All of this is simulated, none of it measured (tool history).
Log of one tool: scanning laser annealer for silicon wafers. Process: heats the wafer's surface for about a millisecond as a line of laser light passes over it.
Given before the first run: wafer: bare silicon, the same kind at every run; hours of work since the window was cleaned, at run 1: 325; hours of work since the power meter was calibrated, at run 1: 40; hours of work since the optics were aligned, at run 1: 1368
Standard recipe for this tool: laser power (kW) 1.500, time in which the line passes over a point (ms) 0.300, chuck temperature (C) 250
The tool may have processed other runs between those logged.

run	hour	laser power (kW)	time in which the line passes over a point (ms)	chuck temperature (C)	hours of work since the window was cleaned	hours of work since the power meter was calibrated	hours of work since the optics were aligned	highest temperature of the surface (C)
1	0.0	1.500	0.300	250	325	40	1368	980
2	22.1	1.500	0.300	250	338	52	1380	978
3	44.8	1.500	0.300	250	350	65	1393	977
4	63.6	1.500	0.300	250	361	76	1404	972
# hour 77.3: window over the wafer cleaned
5	84.0	1.500	0.300	250	4	86	1414	1020
6	97.7	1.513	0.300	250	12	94	1422	1028
7	110.6	1.500	0.352	250	19	101	1429	1080
8	136.7	1.500	0.300	250	34	116	1444	1016
9	154.3	1.500	0.300	250	44	126	1454	1013
10	179.6	1.500	0.300	250	58	141	1469	1012
11	204.0	1.500	0.351	250	72	155	1482	1069
12	224.6	1.441	0.249	268	84	166	1494	929
13	239.6	1.408	0.258	250	92	175	1503	907
14	255.9	1.628	0.291	222	101	184	1512	1039
15	270.7	1.628	0.291	222	110	192	1520	1038
16	282.3	1.628	0.265	275	116	199	1527	1052
17	295.6	1.628	0.265	275	124	206	1534	1055
# hour 302.9: optics aligned, line set to its width
18	324.5	1.299	0.309	234	138	220	12	899
19	348.9	1.500	0.235	269	151	234	26	953

Selected run-to-run steps in highest temperature of the surface (C), each split into two signed amounts: the part the tool would show with no hidden state at all (from settings, incoming material and random variation), and the remainder, which goes to the hidden state together with any gauge scatter not common to the measured and the hidden-state-free results:
Hidden state at play: light that passes the window, % of a clean one's; laser's true power over the reading, %; width of the line over the set one, %; drift of the gauge itself on peak_c, C.
Run 4 -> 5: window over the wafer cleaned. highest temperature of the surface (C) +48: hidden state +47, all else +1.
Run 17 -> 18: laser power (kW) 1.628 -> 1.299, time in which the line passes over a point (ms) 0.265 -> 0.309, chuck temperature (C) 275 -> 234, optics aligned, line set to its width. highest temperature of the surface (C) -156: hidden state +22, all else -178.

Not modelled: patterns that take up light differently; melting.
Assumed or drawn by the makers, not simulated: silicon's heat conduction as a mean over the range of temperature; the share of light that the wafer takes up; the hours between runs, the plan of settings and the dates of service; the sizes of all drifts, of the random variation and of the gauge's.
